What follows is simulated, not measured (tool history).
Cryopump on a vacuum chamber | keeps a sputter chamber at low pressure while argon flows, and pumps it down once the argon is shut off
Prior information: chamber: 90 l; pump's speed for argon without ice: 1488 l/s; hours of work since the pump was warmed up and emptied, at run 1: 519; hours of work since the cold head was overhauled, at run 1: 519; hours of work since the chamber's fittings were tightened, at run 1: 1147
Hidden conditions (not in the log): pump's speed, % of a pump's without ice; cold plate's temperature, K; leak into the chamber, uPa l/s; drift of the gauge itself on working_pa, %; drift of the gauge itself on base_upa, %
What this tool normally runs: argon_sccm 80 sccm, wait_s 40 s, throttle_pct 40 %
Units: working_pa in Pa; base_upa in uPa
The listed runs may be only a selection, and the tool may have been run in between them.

run,hour,argon_sccm,wait_s,throttle_pct,hours of work since the pump was warmed up and emptied,hours of work since the cold head was overhauled,hours of work since the chamber's fittings were tightened,working_pa,base_upa
1,0,80,40,40,519,519,1147,0.2378,1.37
2,26.3,80,22,40,541,541,1169,0.2358,2.04
3,48.8,80,40,40,561,561,1189,0.2377,1.36
4,72.5,80,40,40,581,581,1209,0.2389,1.33
5,90.3,80,256,40,596,596,1224,0.2392,0.7
6,118.9,80,40,44,621,621,1249,0.2179,1.37
7,138.3,80,40,44,638,638,1266,0.2172,1.38
8,155.8,80,40,44,653,653,1281,0.2194,1.28
9,174.9,80,40,44,669,669,1297,0.2197,1.37
10,195.2,80,40,44,686,686,1315,0.2211,1.36
11,222.5,80,40,44,710,710,1338,0.223,1.39
# hour 249.7: leaking fittings of the chamber tightened, without venting
12,249.7,80,40,17,732,732,0,0.546,1.08
13,278.9,80,89,40,757,757,25,0.2409,0.63
14,303.6,80,89,40,778,778,46,0.2431,0.64
15,322.5,80,40,40,794,794,63,0.241,1.13
16,349,80,40,29,817,817,85,0.3281,1.08
17,367.5,34,223,40,833,833,101,0.1038,0.45
18,391.8,34,223,40,854,854,122,0.103,0.44
19,409.3,143,222,19,869,869,137,0.8837,0.47
20,436.6,80,45,50,892,892,161,0.2001,1.06
21,465,127,110,40,916,916,185,0.3882,0.59
22,489.8,92,56,53,938,938,206,0.2185,0.9
23,505.8,80,23,37,951,951,220,0.2649,1.75
24,536,44,81,23,977,977,246,0.2271,0.73
25,557,58,51,18,995,995,264,0.3823,0.97
26,571,87,40,43,1007,1007,276,0.254,1.16
27,586.6,60,32,26,1021,1021,289,0.2794,1.33
28,613.7,104,160,40,1044,1044,313,0.3226,0.58
29,643.4,104,160,40,1070,1070,338,0.3243,0.57
# hour 661.8: pump warmed up, emptied and cooled again
30,678.1,35,160,20,14,1095,364,0.1991,0.53
31,701.3,35,116,16,34,1115,384,0.2501,0.59

Across each entry between runs, compare the hidden state at the last listed run before it with the hidden state at the first listed run after it:
Runs 11 to 12: leaking fittings of the chamber tightened, without venting (hour 249.7)
  pump's speed, % of a pump's without ice: 88.1 -> 87.8; cold plate's temperature, K: 12.82 -> 12.84; leak into the chamber, uPa l/s: 740 -> 346
  measured less the result without the state, working_pa: +0.014 -> +0.0143 Pa; base_upa: +0.38 -> +0.07 uPa
Runs 29 to 30: pump warmed up, emptied and cooled again (hour 661.8)
  pump's speed, % of a pump's without ice: 82.5 -> 99.4; cold plate's temperature, K: 13.16 -> 13.19; leak into the chamber, uPa l/s: 453 -> 461
  measured less the result without the state, working_pa: +0.0285 -> +0.0012 Pa; base_upa: +0.17 -> +0.11 uPa
